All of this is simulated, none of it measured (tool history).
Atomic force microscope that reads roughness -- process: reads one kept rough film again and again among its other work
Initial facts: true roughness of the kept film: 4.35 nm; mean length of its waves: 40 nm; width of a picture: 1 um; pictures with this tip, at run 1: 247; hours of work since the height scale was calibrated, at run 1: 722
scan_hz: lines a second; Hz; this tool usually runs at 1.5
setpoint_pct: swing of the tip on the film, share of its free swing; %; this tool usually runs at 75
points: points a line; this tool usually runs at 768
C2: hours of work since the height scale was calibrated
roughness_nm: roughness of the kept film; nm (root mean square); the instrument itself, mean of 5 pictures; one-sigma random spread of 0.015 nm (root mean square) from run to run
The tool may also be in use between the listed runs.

run 1 hour=0 | scan_hz=1.5 setpoint_pct=75 points=768 | pictures_with_this_tip=247 C2=722 | roughness_nm=3.373
run 2 hour=35.4 | scan_hz=1.5 setpoint_pct=64 points=768 | pictures_with_this_tip=297 C2=737 | roughness_nm=3.428
run 3 hour=78.7 | scan_hz=1.5 setpoint_pct=89 points=768 | pictures_with_this_tip=359 C2=756 | roughness_nm=2.971
-- hour=94.2 new tip fitted
run 4 hour=111.2 | scan_hz=1.5 setpoint_pct=89 points=768 | pictures_with_this_tip=24 C2=769 | roughness_nm=3.417
run 5 hour=145.2 | scan_hz=1.5 setpoint_pct=75 points=452 | pictures_with_this_tip=73 C2=784 | roughness_nm=3.635
run 6 hour=187.2 | scan_hz=1.5 setpoint_pct=61 points=768 | pictures_with_this_tip=133 C2=801 | roughness_nm=3.719
run 7 hour=222.4 | scan_hz=1.5 setpoint_pct=61 points=768 | pictures_with_this_tip=183 C2=816 | roughness_nm=3.64
run 8 hour=251.5 | scan_hz=1.5 setpoint_pct=61 points=768 | pictures_with_this_tip=224 C2=829 | roughness_nm=3.607
run 9 hour=273.5 | scan_hz=1.5 setpoint_pct=88 points=768 | pictures_with_this_tip=256 C2=838 | roughness_nm=3.137
run 10 hour=310.5 | scan_hz=3.51 setpoint_pct=75 points=768 | pictures_with_this_tip=308 C2=853 | roughness_nm=2.996
run 11 hour=333.2 | scan_hz=3.51 setpoint_pct=75 points=768 | pictures_with_this_tip=341 C2=863 | roughness_nm=2.983
-- hour=362.7 new tip fitted
run 12 hour=371.5 | scan_hz=2.34 setpoint_pct=81 points=476 | pictures_with_this_tip=13 C2=879 | roughness_nm=3.388
run 13 hour=406.8 | scan_hz=2.34 setpoint_pct=82 points=476 | pictures_with_this_tip=63 C2=894 | roughness_nm=3.291
run 14 hour=451.3 | scan_hz=1.08 setpoint_pct=75 points=491 | pictures_with_this_tip=126 C2=913 | roughness_nm=3.659
run 15 hour=485.3 | scan_hz=1.08 setpoint_pct=65 points=297 | pictures_with_this_tip=175 C2=927 | roughness_nm=3.661
run 16 hour=522.8 | scan_hz=2.07 setpoint_pct=61 points=297 | pictures_with_this_tip=228 C2=943 | roughness_nm=3.549
run 17 hour=550.5 | scan_hz=0.96 setpoint_pct=87 points=768 | pictures_with_this_tip=268 C2=955 | roughness_nm=3.367
run 18 hour=579.4 | scan_hz=0.96 setpoint_pct=87 points=768 | pictures_with_this_tip=309 C2=967 | roughness_nm=3.316
run 19 hour=615.4 | scan_hz=0.96 setpoint_pct=87 points=768 | pictures_with_this_tip=360 C2=982 | roughness_nm=3.219
-- hour=631.6 new tip fitted
run 20 hour=641.3 | scan_hz=1.5 setpoint_pct=58 points=768 | pictures_with_this_tip=13 C2=993 | roughness_nm=3.932

Each row is a separate what-if for the run after 20, all from the same tool condition, not one after another. Results?
run A hour=673.5 | scan_hz=0.56 setpoint_pct=58 points=951 | pictures_with_this_tip=59 C2=1007 | roughness_nm=?
run B hour=673.5 | scan_hz=1.59 setpoint_pct=75 points=768 | pictures_with_this_tip=59 C2=1007 | roughness_nm=?
run C hour=673.5 | scan_hz=1.5 setpoint_pct=58 points=367 | pictures_with_this_tip=59 C2=1007 | roughness_nm=?
run D hour=673.5 | scan_hz=2.92 setpoint_pct=65 points=324 | pictures_with_this_tip=59 C2=1007 | roughness_nm=?

run=A roughness_nm=3.891
run=B roughness_nm=3.651
run=C roughness_nm=3.827
run=D roughness_nm=3.602
Stripped of hidden state, with their random variation kept, the same runs would have yielded:
run=A roughness_nm=3.95
run=B roughness_nm=3.706
run=C roughness_nm=3.886
run=D roughness_nm=3.657
